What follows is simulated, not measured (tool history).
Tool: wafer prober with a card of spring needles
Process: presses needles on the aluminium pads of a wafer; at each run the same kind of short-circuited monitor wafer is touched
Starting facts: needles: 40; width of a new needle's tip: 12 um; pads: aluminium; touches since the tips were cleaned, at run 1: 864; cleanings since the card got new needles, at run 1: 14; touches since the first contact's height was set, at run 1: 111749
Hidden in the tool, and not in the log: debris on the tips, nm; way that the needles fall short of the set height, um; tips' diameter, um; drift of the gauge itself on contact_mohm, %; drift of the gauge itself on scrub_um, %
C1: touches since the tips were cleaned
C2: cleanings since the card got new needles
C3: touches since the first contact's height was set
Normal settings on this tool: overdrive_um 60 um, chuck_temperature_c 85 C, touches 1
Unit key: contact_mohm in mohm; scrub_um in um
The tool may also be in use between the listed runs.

run 1 hour=0 | overdrive_um=60 chuck_temperature_c=85 touches=1 | C1=864 C2=14 C3=111749 | contact_mohm=227 scrub_um=7.95
run 2 hour=6.3 | overdrive_um=60 chuck_temperature_c=85 touches=1 | C1=2586 C2=14 C3=113471 | contact_mohm=240 scrub_um=7.97
run 3 hour=15 | overdrive_um=60 chuck_temperature_c=85 touches=1 | C1=4975 C2=14 C3=115860 | contact_mohm=245 scrub_um=7.93
run 4 hour=20.9 | overdrive_um=60 chuck_temperature_c=85 touches=1 | C1=6579 C2=14 C3=117464 | contact_mohm=246 scrub_um=7.94
-- hour=23.1 tips cleaned on abrasive film
run 5 hour=31.7 | overdrive_um=60 chuck_temperature_c=79 touches=1 | C1=2354 C2=15 C3=120376 | contact_mohm=236 scrub_um=7.95
run 6 hour=37.4 | overdrive_um=46 chuck_temperature_c=85 touches=1 | C1=3909 C2=15 C3=121931 | contact_mohm=254 scrub_um=6.05
run 7 hour=44.2 | overdrive_um=46 chuck_temperature_c=85 touches=1 | C1=5792 C2=15 C3=123814 | contact_mohm=262 scrub_um=6.04
-- hour=48.8 tips cleaned on abrasive film
run 8 hour=56.5 | overdrive_um=60 chuck_temperature_c=85 touches=2 | C1=2091 C2=16 C3=127126 | contact_mohm=230 scrub_um=7.94
run 9 hour=67.4 | overdrive_um=60 chuck_temperature_c=72 touches=2 | C1=5075 C2=16 C3=130110 | contact_mohm=237 scrub_um=7.93
-- hour=74.5 tips cleaned on abrasive film
run 10 hour=79.6 | overdrive_um=41 chuck_temperature_c=36 touches=3 | C1=1387 C2=17 C3=133424 | contact_mohm=222 scrub_um=5.32
run 11 hour=91.1 | overdrive_um=76 chuck_temperature_c=113 touches=2 | C1=4515 C2=17 C3=136552 | contact_mohm=234 scrub_um=10.08
run 12 hour=98.3 | overdrive_um=62 chuck_temperature_c=44 touches=2 | C1=6486 C2=17 C3=138523 | contact_mohm=228 scrub_um=8.18
-- hour=100.9 tips cleaned on abrasive film
run 13 hour=111.2 | overdrive_um=79 chuck_temperature_c=41 touches=2 | C1=2802 C2=18 C3=142025 | contact_mohm=215 scrub_um=10.45

Here are 5 independent what-if runs from the current tool condition. What would each one return?
run A hour=117.8 | overdrive_um=79 chuck_temperature_c=36 touches=1 | C1=4607 C2=18 C3=143830 | contact_mohm=? scrub_um=?
run B hour=117.8 | overdrive_um=51 chuck_temperature_c=41 touches=1 | C1=4607 C2=18 C3=143830 | contact_mohm=? scrub_um=?
run C hour=117.8 | overdrive_um=53 chuck_temperature_c=100 touches=1 | C1=4607 C2=18 C3=143830 | contact_mohm=? scrub_um=?
run D hour=117.8 | overdrive_um=60 chuck_temperature_c=25 touches=1 | C1=4607 C2=18 C3=143830 | contact_mohm=? scrub_um=?
run E hour=117.8 | overdrive_um=62 chuck_temperature_c=85 touches=3 | C1=4607 C2=18 C3=143830 | contact_mohm=? scrub_um=?

run=A contact_mohm=224 scrub_um=10.46
run=B contact_mohm=247 scrub_um=6.64
run=C contact_mohm=253 scrub_um=6.95
run=D contact_mohm=234 scrub_um=7.91
run=E contact_mohm=223 scrub_um=8.12
The same runs, with their run-to-run variation unchanged, on a tool lacking any hidden condition would have given:
run=A contact_mohm=205 scrub_um=10.72
run=B contact_mohm=210 scrub_um=6.9
run=C contact_mohm=222 scrub_um=7.2
run=D contact_mohm=205 scrub_um=8.17
run=E contact_mohm=214 scrub_um=8.37
